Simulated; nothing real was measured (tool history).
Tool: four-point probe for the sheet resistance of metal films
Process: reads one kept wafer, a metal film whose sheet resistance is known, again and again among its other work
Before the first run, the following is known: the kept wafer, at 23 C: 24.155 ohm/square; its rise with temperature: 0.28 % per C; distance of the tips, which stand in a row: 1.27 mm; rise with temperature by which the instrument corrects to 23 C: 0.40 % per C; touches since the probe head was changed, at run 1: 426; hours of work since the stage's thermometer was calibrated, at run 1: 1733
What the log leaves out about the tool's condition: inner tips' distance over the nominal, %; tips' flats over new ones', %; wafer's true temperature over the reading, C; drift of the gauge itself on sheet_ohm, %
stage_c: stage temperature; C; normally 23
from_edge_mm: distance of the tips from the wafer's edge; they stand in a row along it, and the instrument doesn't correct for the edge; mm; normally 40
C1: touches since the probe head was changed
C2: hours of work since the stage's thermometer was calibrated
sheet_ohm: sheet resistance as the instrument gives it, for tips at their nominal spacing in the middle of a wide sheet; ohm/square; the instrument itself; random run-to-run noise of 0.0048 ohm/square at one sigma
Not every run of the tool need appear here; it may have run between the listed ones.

run 1 hour=0 | stage_c=23 from_edge_mm=40 | C1=426 C2=1733 | sheet_ohm=24.166407
run 2 hour=13.9 | stage_c=23 from_edge_mm=40 | C1=712 C2=1741 | sheet_ohm=24.167159
run 3 hour=22 | stage_c=23 from_edge_mm=40 | C1=880 C2=1746 | sheet_ohm=24.173275
run 4 hour=33.8 | stage_c=23 from_edge_mm=33 | C1=1123 C2=1752 | sheet_ohm=24.171237
run 5 hour=44.4 | stage_c=23 from_edge_mm=19 | C1=1341 C2=1758 | sheet_ohm=24.213681
run 6 hour=59.1 | stage_c=25 from_edge_mm=40 | C1=1644 C2=1767 | sheet_ohm=24.116375
run 7 hour=76.5 | stage_c=25 from_edge_mm=18 | C1=2003 C2=1777 | sheet_ohm=24.173284
run 8 hour=92.7 | stage_c=23 from_edge_mm=40 | C1=2338 C2=1786 | sheet_ohm=24.169155
run 9 hour=108.8 | stage_c=23 from_edge_mm=40 | C1=2671 C2=1795 | sheet_ohm=24.158849
run 10 hour=117.7 | stage_c=23 from_edge_mm=40 | C1=2854 C2=1800 | sheet_ohm=24.17358
run 11 hour=136.1 | stage_c=23 from_edge_mm=40 | C1=3233 C2=1810 | sheet_ohm=24.167881
run 12 hour=154.2 | stage_c=23 from_edge_mm=40 | C1=3607 C2=1820 | sheet_ohm=24.167964
run 13 hour=171.1 | stage_c=23 from_edge_mm=40 | C1=3956 C2=1830 | sheet_ohm=24.162362
run 14 hour=186.8 | stage_c=23 from_edge_mm=40 | C1=4280 C2=1839 | sheet_ohm=24.172706
run 15 hour=202.9 | stage_c=23 from_edge_mm=40 | C1=4613 C2=1848 | sheet_ohm=24.171011
run 16 hour=221 | stage_c=23 from_edge_mm=40 | C1=4986 C2=1858 | sheet_ohm=24.166698
run 17 hour=230.2 | stage_c=23 from_edge_mm=43 | C1=5176 C2=1864 | sheet_ohm=24.165719
run 18 hour=249.4 | stage_c=23 from_edge_mm=40 | C1=5572 C2=1874 | sheet_ohm=24.164781
run 19 hour=263.4 | stage_c=23 from_edge_mm=40 | C1=5860 C2=1882 | sheet_ohm=24.170144
run 20 hour=278.3 | stage_c=23 from_edge_mm=3 | C1=6168 C2=1891 | sheet_ohm=26.273974
run 21 hour=291.6 | stage_c=23 from_edge_mm=3 | C1=6443 C2=1898 | sheet_ohm=26.26582
run 22 hour=305.4 | stage_c=23 from_edge_mm=28 | C1=6726 C2=1906 | sheet_ohm=24.187337
run 23 hour=313.5 | stage_c=24 from_edge_mm=40 | C1=6894 C2=1911 | sheet_ohm=24.141373
run 24 hour=333.3 | stage_c=24 from_edge_mm=40 | C1=7302 C2=1922 | sheet_ohm=24.142706
run 25 hour=351.4 | stage_c=24 from_edge_mm=40 | C1=7677 C2=1932 | sheet_ohm=24.146513
run 26 hour=370.7 | stage_c=34 from_edge_mm=5 | C1=8075 C2=1943 | sheet_ohm=24.660485
run 27 hour=379.5 | stage_c=24 from_edge_mm=23 | C1=8255 C2=1948 | sheet_ohm=24.171577
run 28 hour=388.7 | stage_c=21 from_edge_mm=23 | C1=8445 C2=1953 | sheet_ohm=24.248193
run 29 hour=408.1 | stage_c=21 from_edge_mm=23 | C1=8847 C2=1964 | sheet_ohm=24.249173
run 30 hour=419.1 | stage_c=19 from_edge_mm=3 | C1=9074 C2=1970 | sheet_ohm=26.381807
run 31 hour=429.2 | stage_c=22 from_edge_mm=40 | C1=9282 C2=1976 | sheet_ohm=24.209395
run 32 hour=439.6 | stage_c=21 from_edge_mm=58 | C1=9495 C2=1982 | sheet_ohm=24.217614
run 33 hour=456.7 | stage_c=21 from_edge_mm=58 | C1=9848 C2=1992 | sheet_ohm=24.214151
run 34 hour=467.6 | stage_c=21 from_edge_mm=58 | C1=10074 C2=1998 | sheet_ohm=24.217877
run 35 hour=477.6 | stage_c=21 from_edge_mm=58 | C1=10281 C2=2004 | sheet_ohm=24.22154
run 36 hour=486.8 | stage_c=23 from_edge_mm=6 | C1=10470 C2=2009 | sheet_ohm=24.726528
run 37 hour=504.2 | stage_c=23 from_edge_mm=4 | C1=10830 C2=2019 | sheet_ohm=25.398231
run 38 hour=520.6 | stage_c=27 from_edge_mm=7 | C1=11167 C2=2028 | sheet_ohm=24.46819
run 39 hour=537.7 | stage_c=22 from_edge_mm=6 | C1=11521 C2=2038 | sheet_ohm=24.736636
run 40 hour=547.9 | stage_c=32 from_edge_mm=71 | C1=11730 C2=2043 | sheet_ohm=23.912196
run 41 hour=559.6 | stage_c=23 from_edge_mm=7 | C1=11972 C2=2050 | sheet_ohm=24.583791
run 42 hour=577.4 | stage_c=27 from_edge_mm=18 | C1=12339 C2=2060 | sheet_ohm=24.102313
run 43 hour=593.8 | stage_c=27 from_edge_mm=18 | C1=12678 C2=2069 | sheet_ohm=24.113952
run 44 hour=607 | stage_c=26 from_edge_mm=12 | C1=12951 C2=2077 | sheet_ohm=24.211989
run 45 hour=619.6 | stage_c=25 from_edge_mm=6 | C1=13211 C2=2084 | sheet_ohm=24.675769

4 ways to go on from here, each from the tool as it stands after run 45. What would each give?
run A hour=630.2 | stage_c=21 from_edge_mm=6 | C1=13429 C2=2090 | sheet_ohm=?
run B hour=630.2 | stage_c=25 from_edge_mm=19 | C1=13429 C2=2090 | sheet_ohm=?
run C hour=630.2 | stage_c=21 from_edge_mm=19 | C1=13429 C2=2090 | sheet_ohm=?
run D hour=630.2 | stage_c=27 from_edge_mm=6 | C1=13429 C2=2090 | sheet_ohm=?

run=A sheet_ohm=24.784242
run=B sheet_ohm=24.152215
run=C sheet_ohm=24.269619
run=D sheet_ohm=24.616994
What these runs would have given with no unlogged condition in the tool:
run=A sheet_ohm=24.783952
run=B sheet_ohm=24.151926
run=C sheet_ohm=24.269334
run=D sheet_ohm=24.616699
